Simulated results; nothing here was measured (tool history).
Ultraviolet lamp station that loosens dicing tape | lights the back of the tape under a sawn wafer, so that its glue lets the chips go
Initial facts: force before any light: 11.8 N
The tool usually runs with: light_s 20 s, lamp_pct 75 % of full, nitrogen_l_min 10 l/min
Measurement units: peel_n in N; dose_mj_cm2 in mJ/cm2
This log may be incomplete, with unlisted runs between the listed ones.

| run | hour | light_s | lamp_pct | nitrogen_l_min | peel_n | dose_mj_cm2 |
|---|---|---|---|---|---|---|
| 1 | 0 | 20 | 75 | 10 | 2.069 | 203 |
| 2 | 37.2 | 20 | 75 | 10 | 2.096 | 199 |
| 3 | 70.2 | 20 | 75 | 10 | 2.121 | 201 |
| 4 | 93.6 | 22 | 75 | 10 | 1.849 | 220 |
| 5 | 126.9 | 22 | 75 | 10 | 1.963 | 218 |
| 6 | 155.4 | 20 | 75 | 5 | 3.293 | 191 |
| 7 | 171.9 | 10 | 75 | 10 | 4.994 | 95 |
| 8 | 191.1 | 10 | 75 | 10 | 4.952 | 96 |
| 9 | 219.7 | 16 | 75 | 10 | 3.153 | 152 |
| 10 | 251.5 | 20 | 82 | 10 | 2.104 | 209 |
|  | 253.7 | window cleaned of glue's vapour |
| 11 | 278.8 | 20 | 75 | 10 | 2.553 | 184 |
| 12 | 308.2 | 20 | 75 | 10 | 2.538 | 179 |
| 13 | 340.9 | 20 | 75 | 10 | 2.613 | 176 |
| 14 | 374.6 | 20 | 75 | 10 | 2.565 | 180 |
| 15 | 398 | 20 | 75 | 10 | 2.625 | 175 |
| 16 | 423.5 | 20 | 75 | 10 | 2.68 | 173 |
| 17 | 447.5 | 36 | 96 | 5 | 0.976 | 397 |
|  | 466 | window cleaned of glue's vapour, once more |
| 18 | 487.1 | 36 | 96 | 5 | 0.639 | 482 |
| 19 | 508 | 36 | 96 | 5 | 0.651 | 482 |
| 20 | 537.8 | 20 | 62 | 11 | 2.61 | 170 |
| 21 | 564.3 | 20 | 62 | 11 | 2.629 | 171 |
| 22 | 584.4 | 29 | 62 | 8 | 1.778 | 243 |

For run 23, what comes out?
| 23 | 601.2 | 29 | 62 | 8 | ? | ? |

peel_n: 1.787 N
dose_mj_cm2: 241 mJ/cm2
On a tool with no hidden condition, and with the same random variation, this run would have come out at peel_n 1.221 N, dose_mj_cm2 295 mJ/cm2.
